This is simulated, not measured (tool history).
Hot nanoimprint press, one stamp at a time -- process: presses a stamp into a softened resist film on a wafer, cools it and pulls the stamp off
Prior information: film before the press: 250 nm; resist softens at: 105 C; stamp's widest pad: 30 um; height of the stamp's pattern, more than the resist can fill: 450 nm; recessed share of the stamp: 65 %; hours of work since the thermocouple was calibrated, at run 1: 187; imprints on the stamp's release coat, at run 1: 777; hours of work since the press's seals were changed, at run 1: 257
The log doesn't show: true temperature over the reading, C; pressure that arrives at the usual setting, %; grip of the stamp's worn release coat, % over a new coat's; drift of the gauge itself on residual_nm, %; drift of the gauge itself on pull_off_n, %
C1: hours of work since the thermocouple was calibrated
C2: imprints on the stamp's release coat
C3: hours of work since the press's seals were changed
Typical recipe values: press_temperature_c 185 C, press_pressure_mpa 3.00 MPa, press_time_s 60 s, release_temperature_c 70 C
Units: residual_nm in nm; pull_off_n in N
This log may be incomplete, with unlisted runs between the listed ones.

Run 1, day 0.000: usual settings; C1 187; C2 777; C3 257. Result: residual_nm 129.8 nm, pull_off_n 114 N.
Run 2, day 0.825: usual settings; C1 197; C2 818; C3 267. Result: residual_nm 130.2 nm, pull_off_n 127 N.
Run 3, day 2.121: usual settings but release_temperature_c 69 C; C1 212; C2 882; C3 282. Result: residual_nm 130.4 nm, pull_off_n 130 N.
Run 4, day 3.408: usual settings but press_time_s 61 s; C1 227; C2 946; C3 297. Result: residual_nm 129.4 nm, pull_off_n 129 N.
Run 5, day 4.350: usual settings but press_time_s 61 s; C1 239; C2 993; C3 309. Result: residual_nm 129.7 nm, pull_off_n 128 N.
Run 6, day 4.967: usual settings but press_time_s 61 s; C1 246; C2 1023; C3 316. Result: residual_nm 129.7 nm, pull_off_n 130 N.
Run 7, day 6.079: usual settings; C1 259; C2 1078; C3 329. Result: residual_nm 130.7 nm, pull_off_n 133 N.
At day 6.471: plate thermocouple calibrated.
Run 8, day 6.954: usual settings; C1 6; C2 1116; C3 338. Result: residual_nm 127.9 nm, pull_off_n 134 N.
Run 9, day 7.821: usual settings but press_time_s 44 s; C1 16; C2 1159; C3 349. Result: residual_nm 141.3 nm, pull_off_n 131 N.
Run 10, day 8.392: usual settings but press_temperature_c 174 C, release_temperature_c 69 C; C1 23; C2 1187; C3 355. Result: residual_nm 176.8 nm, pull_off_n 133 N.
Run 11, day 9.500: usual settings but press_temperature_c 174 C, release_temperature_c 69 C; C1 36; C2 1242; C3 369. Result: residual_nm 177.0 nm, pull_off_n 144 N.
Run 12, day 10.708: usual settings but press_temperature_c 174 C, release_temperature_c 69 C; C1 51; C2 1302; C3 383. Result: residual_nm 176.8 nm, pull_off_n 145 N.
Run 13, day 11.367: usual settings but press_temperature_c 174 C, release_temperature_c 69 C; C1 58; C2 1335; C3 391. Result: residual_nm 177.1 nm, pull_off_n 142 N.
Run 14, day 12.571: usual settings but press_pressure_mpa 3.47 MPa, press_time_s 49 s, release_temperature_c 68 C; C1 73; C2 1394; C3 405. Result: residual_nm 127.8 nm, pull_off_n 157 N.
Run 15, day 13.575: usual settings but press_pressure_mpa 2.77 MPa; C1 85; C2 1444; C3 417. Result: residual_nm 135.3 nm, pull_off_n 140 N.
Run 16, day 14.367: usual settings but press_pressure_mpa 2.77 MPa; C1 94; C2 1483; C3 427. Result: residual_nm 135.6 nm, pull_off_n 148 N.
Run 17, day 15.483: usual settings but press_pressure_mpa 2.77 MPa; C1 107; C2 1539; C3 440. Result: residual_nm 135.9 nm, pull_off_n 148 N.
Run 18, day 16.683: usual settings but press_pressure_mpa 2.77 MPa, release_temperature_c 71 C; C1 122; C2 1598; C3 454. Result: residual_nm 136.2 nm, pull_off_n 146 N.

4 options for the next run, each taken on its own from the tool as it stands now. Forecast them:
Run A, day 17.833: usual settings but press_pressure_mpa 2.35 MPa; C1 136; C2 1655; C3 468. Result: residual_nm ?, pull_off_n ?.
Run B, day 17.833: usual settings but press_time_s 42 s; C1 136; C2 1655; C3 468. Result: residual_nm ?, pull_off_n ?.
Run C, day 17.833: usual settings but press_temperature_c 194 C, press_pressure_mpa 2.77 MPa, release_temperature_c 71 C; C1 136; C2 1655; C3 468. Result: residual_nm ?, pull_off_n ?.
Run D, day 17.833: usual settings but release_temperature_c 76 C; C1 136; C2 1655; C3 468. Result: residual_nm ?, pull_off_n ?.

run  residual_nm  pull_off_n
  A        147.8         158
  B        145.2         152
  C        104.7         148
  D        130.7         130
Had the tool no hidden state, the same runs would have come out as:
run  residual_nm  pull_off_n
  A        144.4          95
  B        141.6          91
  C        102.0          88
  D        127.2          77
